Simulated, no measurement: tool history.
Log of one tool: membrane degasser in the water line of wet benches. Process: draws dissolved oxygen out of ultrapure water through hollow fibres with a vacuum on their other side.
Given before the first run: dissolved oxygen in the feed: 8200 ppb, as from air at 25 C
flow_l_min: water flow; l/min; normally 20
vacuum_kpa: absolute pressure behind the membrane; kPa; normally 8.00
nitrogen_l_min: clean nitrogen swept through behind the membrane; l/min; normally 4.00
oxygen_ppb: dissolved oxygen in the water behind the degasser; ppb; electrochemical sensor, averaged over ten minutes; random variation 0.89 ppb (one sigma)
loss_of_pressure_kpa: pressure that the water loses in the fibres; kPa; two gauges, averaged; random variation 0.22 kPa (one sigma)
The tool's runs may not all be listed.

{"run": 1, "hour": 0.0, "flow_l_min": 20, "vacuum_kpa": 8.0, "nitrogen_l_min": 4.0, "oxygen_ppb": 83.2, "loss_of_pressure_kpa": 51.87}
{"run": 2, "hour": 117.7, "flow_l_min": 20, "vacuum_kpa": 8.0, "nitrogen_l_min": 4.0, "oxygen_ppb": 82.6, "loss_of_pressure_kpa": 52.2}
{"run": 3, "hour": 242.5, "flow_l_min": 20, "vacuum_kpa": 8.0, "nitrogen_l_min": 4.0, "oxygen_ppb": 83.0, "loss_of_pressure_kpa": 52.31}
{"run": 4, "hour": 300.2, "flow_l_min": 20, "vacuum_kpa": 8.0, "nitrogen_l_min": 4.0, "oxygen_ppb": 83.1, "loss_of_pressure_kpa": 52.04}
{"run": 5, "hour": 416.7, "flow_l_min": 20, "vacuum_kpa": 8.0, "nitrogen_l_min": 4.0, "oxygen_ppb": 83.1, "loss_of_pressure_kpa": 52.66}
{"run": 6, "hour": 520.5, "flow_l_min": 20, "vacuum_kpa": 8.0, "nitrogen_l_min": 4.0, "oxygen_ppb": 82.8, "loss_of_pressure_kpa": 52.78}
{"hour": 629.0, "done": "vacuum gauge calibrated"}
{"run": 7, "hour": 629.9, "flow_l_min": 18, "vacuum_kpa": 8.0, "nitrogen_l_min": 4.0, "oxygen_ppb": 68.2, "loss_of_pressure_kpa": 47.39}
{"run": 8, "hour": 762.9, "flow_l_min": 18, "vacuum_kpa": 8.0, "nitrogen_l_min": 4.0, "oxygen_ppb": 68.9, "loss_of_pressure_kpa": 47.37}
{"run": 9, "hour": 844.2, "flow_l_min": 18, "vacuum_kpa": 8.0, "nitrogen_l_min": 4.69, "oxygen_ppb": 59.8, "loss_of_pressure_kpa": 47.49}
{"run": 10, "hour": 973.9, "flow_l_min": 31, "vacuum_kpa": 4.89, "nitrogen_l_min": 1.89, "oxygen_ppb": 188.6, "loss_of_pressure_kpa": 81.77}
{"run": 11, "hour": 1081.1, "flow_l_min": 31, "vacuum_kpa": 4.89, "nitrogen_l_min": 1.89, "oxygen_ppb": 185.8, "loss_of_pressure_kpa": 81.81}
{"run": 12, "hour": 1140.9, "flow_l_min": 31, "vacuum_kpa": 4.89, "nitrogen_l_min": 1.89, "oxygen_ppb": 188.2, "loss_of_pressure_kpa": 82.12}
{"run": 13, "hour": 1212.6, "flow_l_min": 32, "vacuum_kpa": 4.84, "nitrogen_l_min": 4.17, "oxygen_ppb": 167.6, "loss_of_pressure_kpa": 85.18}
{"run": 14, "hour": 1332.3, "flow_l_min": 14, "vacuum_kpa": 10.47, "nitrogen_l_min": 11.21, "oxygen_ppb": 25.9, "loss_of_pressure_kpa": 37.17}
{"run": 15, "hour": 1445.9, "flow_l_min": 20, "vacuum_kpa": 15.88, "nitrogen_l_min": 4.04, "oxygen_ppb": 176.4, "loss_of_pressure_kpa": 53.09}
{"run": 16, "hour": 1564.2, "flow_l_min": 19, "vacuum_kpa": 11.73, "nitrogen_l_min": 5.44, "oxygen_ppb": 92.4, "loss_of_pressure_kpa": 50.65}
{"run": 17, "hour": 1680.8, "flow_l_min": 19, "vacuum_kpa": 11.73, "nitrogen_l_min": 5.44, "oxygen_ppb": 92.0, "loss_of_pressure_kpa": 50.78}

A few steps of loss_of_pressure_kpa between consecutive runs. Split each: what settings, incoming material and random variation would produce without the hidden state, and what is left over for the hidden state, along with gauge scatter present in only one of the two compared results (measured, and without hidden state):
Unlogged tool condition in this case: membrane still open, %; true pressure behind the membrane over the reading, kPa; air that leaks in behind the membrane, l/min; drift of the gauge itself on oxygen_ppb, %; drift of the gauge itself on loss_of_pressure_kpa, %.
Run 13 -> 14: flow_l_min 32 -> 14, vacuum_kpa 4.84 -> 10.47, nitrogen_l_min 4.17 -> 11.21. loss_of_pressure_kpa -48.01 kPa: hidden state -0.72, all else -47.29.
